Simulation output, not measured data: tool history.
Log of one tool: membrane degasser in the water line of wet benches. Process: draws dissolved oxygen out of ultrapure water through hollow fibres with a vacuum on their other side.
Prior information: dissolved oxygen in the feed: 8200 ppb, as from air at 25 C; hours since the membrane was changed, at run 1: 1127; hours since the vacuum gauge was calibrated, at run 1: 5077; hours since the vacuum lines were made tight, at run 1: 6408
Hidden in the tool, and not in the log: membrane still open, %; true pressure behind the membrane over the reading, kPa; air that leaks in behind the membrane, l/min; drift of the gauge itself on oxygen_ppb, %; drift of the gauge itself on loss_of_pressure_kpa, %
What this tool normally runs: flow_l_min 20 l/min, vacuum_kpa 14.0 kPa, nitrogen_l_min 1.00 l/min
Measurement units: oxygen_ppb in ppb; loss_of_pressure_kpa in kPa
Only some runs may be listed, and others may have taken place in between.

| run | hour | flow_l_min | vacuum_kpa | nitrogen_l_min | hours since the membrane was changed | hours since the vacuum gauge was calibrated | hours since the vacuum lines were made tight | oxygen_ppb | loss_of_pressure_kpa |
|---|---|---|---|---|---|---|---|---|---|
| 1 | 0.0 | 20 | 14.0 | 1.00 | 1127 | 5077 | 6408 | 501.5 | 30.60 |
| 2 | 37.6 | 20 | 14.0 | 1.46 | 1164 | 5114 | 6446 | 371.2 | 30.65 |
| 3 | 75.7 | 20 | 14.0 | 1.46 | 1202 | 5152 | 6484 | 374.2 | 30.62 |
| 4 | 101.4 | 20 | 14.0 | 1.46 | 1228 | 5178 | 6509 | 372.3 | 30.55 |
| 5 | 136.7 | 20 | 14.0 | 1.46 | 1263 | 5213 | 6545 | 372.4 | 30.59 |
| 6 | 181.1 | 20 | 14.0 | 1.00 | 1308 | 5258 | 6589 | 506.9 | 30.29 |
|  | 203.2 | seals of the vacuum lines changed |
| 7 | 227.4 | 20 | 14.0 | 1.00 | 1352 | 5302 | 24 | 493.5 | 30.59 |
| 8 | 275.3 | 20 | 14.0 | 1.00 | 1400 | 5350 | 72 | 493.0 | 30.76 |
| 9 | 318.6 | 20 | 14.0 | 1.00 | 1443 | 5393 | 115 | 493.6 | 30.78 |
| 10 | 362.3 | 20 | 14.0 | 1.00 | 1487 | 5437 | 159 | 490.9 | 30.73 |
| 11 | 391.1 | 20 | 10.2 | 1.00 | 1516 | 5466 | 188 | 338.4 | 30.65 |
| 12 | 436.7 | 20 | 14.0 | 1.00 | 1561 | 5511 | 234 | 492.2 | 30.45 |
| 13 | 484.8 | 20 | 14.0 | 1.00 | 1610 | 5560 | 282 | 494.4 | 30.83 |
| 14 | 506.8 | 20 | 14.0 | 1.00 | 1632 | 5582 | 304 | 492.1 | 30.96 |
| 15 | 528.8 | 20 | 22.5 | 0.91 | 1654 | 5603 | 326 | 886.1 | 30.95 |
| 16 | 567.9 | 20 | 22.5 | 0.91 | 1693 | 5643 | 365 | 885.6 | 30.47 |
| 17 | 611.2 | 22 | 28.2 | 0.46 | 1736 | 5686 | 408 | 1925.5 | 33.87 |
| 18 | 654.6 | 24 | 28.2 | 1.24 | 1779 | 5729 | 451 | 1028.5 | 37.02 |
| 19 | 702.9 | 13 | 28.2 | 1.24 | 1828 | 5778 | 500 | 585.0 | 20.12 |
| 20 | 737.3 | 19 | 28.2 | 1.24 | 1862 | 5812 | 534 | 823.6 | 29.30 |
| 21 | 785.1 | 19 | 28.2 | 1.24 | 1910 | 5860 | 582 | 825.2 | 29.10 |
| 22 | 830.1 | 21 | 26.9 | 0.60 | 1955 | 5905 | 627 | 1492.1 | 32.45 |
| 23 | 878.8 | 30 | 8.5 | 1.15 | 2004 | 5953 | 676 | 432.0 | 46.15 |
| 24 | 912.3 | 30 | 8.5 | 1.15 | 2037 | 5987 | 709 | 432.8 | 46.44 |
| 25 | 946.0 | 14 | 24.2 | 1.15 | 2071 | 6021 | 743 | 573.2 | 21.65 |
| 26 | 985.7 | 14 | 24.2 | 1.15 | 2110 | 6060 | 783 | 573.3 | 21.81 |

Hidden condition of the tool, last listed run before each entry between runs versus first listed run after:
Between runs 6 and 7: seals of the vacuum lines changed (hour 203.2)
  air that leaks in behind the membrane, l/min: 0.0312 -> 0.0016
  measured value less the no-hidden-state value, oxygen_ppb: +21.6 -> +10.4 ppb; loss_of_pressure_kpa: +0.42 -> +0.43 kPa
